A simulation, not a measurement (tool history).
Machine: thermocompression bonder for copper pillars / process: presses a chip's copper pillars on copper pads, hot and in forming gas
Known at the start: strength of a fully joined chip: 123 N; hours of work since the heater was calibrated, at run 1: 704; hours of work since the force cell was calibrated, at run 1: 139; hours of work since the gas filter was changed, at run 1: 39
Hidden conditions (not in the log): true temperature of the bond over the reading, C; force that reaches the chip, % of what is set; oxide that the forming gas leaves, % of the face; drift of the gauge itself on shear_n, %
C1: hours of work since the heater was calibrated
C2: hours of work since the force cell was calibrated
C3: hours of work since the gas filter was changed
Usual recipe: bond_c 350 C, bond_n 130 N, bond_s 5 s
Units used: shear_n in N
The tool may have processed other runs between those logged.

Run 1, day 0: usual settings; C1 704; C2 139; C3 39. Result: shear_n 71.3 N.
Run 2, day 0.838: usual settings; C1 715; C2 150; C3 50. Result: shear_n 71.2 N.
Run 3, day 1.338: usual settings but bond_n 166 N; C1 721; C2 157; C3 57. Result: shear_n 79.7 N.
Run 4, day 2.188: usual settings; C1 733; C2 168; C3 68. Result: shear_n 70.6 N.
Run 5, day 2.792: usual settings; C1 740; C2 176; C3 76. Result: shear_n 71.1 N.
Run 6, day 3.833: usual settings; C1 754; C2 190; C3 90. Result: shear_n 70.6 N.
Run 7, day 4.692: usual settings; C1 766; C2 201; C3 101. Result: shear_n 69.8 N.
Run 8, day 5.279: usual settings; C1 773; C2 209; C3 109. Result: shear_n 70.3 N.
Run 9, day 6.362: usual settings; C1 788; C2 223; C3 123. Result: shear_n 69.6 N.
Run 10, day 7.042: usual settings but bond_n 87 N; C1 797; C2 232; C3 132. Result: shear_n 55.3 N.
Run 11, day 8.092: usual settings but bond_n 87 N; C1 810; C2 246; C3 146. Result: shear_n 55 N.
Run 12, day 9.275: usual settings but bond_n 87 N; C1 826; C2 262; C3 162. Result: shear_n 55.2 N.
Run 13, day 10.183: usual settings but bond_n 87 N; C1 838; C2 274; C3 174. Result: shear_n 54.7 N.
Run 14, day 10.912: usual settings; C1 848; C2 283; C3 183. Result: shear_n 68.1 N.
Run 15, day 11.754: usual settings; C1 859; C2 294; C3 195. Result: shear_n 68.6 N.
Run 16, day 12.704: usual settings but bond_n 144 N; C1 871; C2 307; C3 207. Result: shear_n 71.7 N.
Run 17, day 13.312: usual settings but bond_c 329 C, bond_s 3 s; C1 879; C2 315; C3 215. Result: shear_n 48.1 N.
At day 13.467: force cell calibrated.
Run 18, day 14.138: usual settings but bond_c 342 C, bond_n 82 N, bond_s 14 s; C1 889; C2 9; C3 225. Result: shear_n 69.9 N.
Run 19, day 14.933: usual settings but bond_c 342 C, bond_n 82 N, bond_s 14 s; C1 900; C2 19; C3 236. Result: shear_n 69.6 N.
Run 20, day 15.729: usual settings but bond_c 342 C, bond_n 82 N, bond_s 14 s; C1 910; C2 30; C3 246. Result: shear_n 69 N.
At day 16.85: forming gas filter changed.
Run 21, day 16.867: usual settings but bond_c 342 C, bond_n 82 N, bond_s 14 s; C1 925; C2 45; C3 0. Result: shear_n 73.7 N.
Run 22, day 17.421: usual settings but bond_c 344 C, bond_s 9 s; C1 932; C2 52; C3 8. Result: shear_n 82 N.
Run 23, day 18.221: usual settings but bond_c 329 C, bond_n 153 N; C1 943; C2 62; C3 18. Result: shear_n 67.2 N.
Run 24, day 19.038: usual settings but bond_c 325 C, bond_n 102 N, bond_s 9 s; C1 954; C2 73; C3 29. Result: shear_n 63.5 N.
Run 25, day 19.729: usual settings but bond_c 325 C, bond_n 102 N, bond_s 9 s; C1 963; C2 82; C3 38. Result: shear_n 63.4 N.
At day 20.079: force cell calibrated, once more.
Run 26, day 21.008: usual settings but bond_c 325 C, bond_n 102 N, bond_s 9 s; C1 979; C2 12; C3 54. Result: shear_n 61.2 N.
Run 27, day 21.917: usual settings but bond_c 378 C, bond_n 138 N, bond_s 4 s; C1 991; C2 24; C3 66. Result: shear_n 78.8 N.
Run 28, day 22.954: usual settings but bond_c 378 C, bond_n 138 N, bond_s 4 s; C1 1005; C2 38; C3 80. Result: shear_n 78.7 N.
Run 29, day 23.758: usual settings but bond_s 4 s; C1 1015; C2 49; C3 90. Result: shear_n 63.8 N.
Run 30, day 24.917: usual settings but bond_n 135 N; C1 1031; C2 64; C3 106. Result: shear_n 70.1 N.

Per-run results on a tool with no hidden state, each run keeping its own random variation:
run  shear_n
  1     74.5
  2     74.7
  3     83.5
  4     74.5
  5     75.2
  6       75
  7     74.5
  8     75.2
  9     74.8
 10     59.9
 11     59.8
 12     60.4
 13     60.1
 14     74.6
 15     75.3
 16       79
 17       54
 18     77.4
 19     77.3
 20       77
 21     76.7
 22     85.2
 23     70.7
 24     67.3
 25     67.4
 26     66.5
 27     84.1
 28     84.3
 29     69.6
 30     76.4
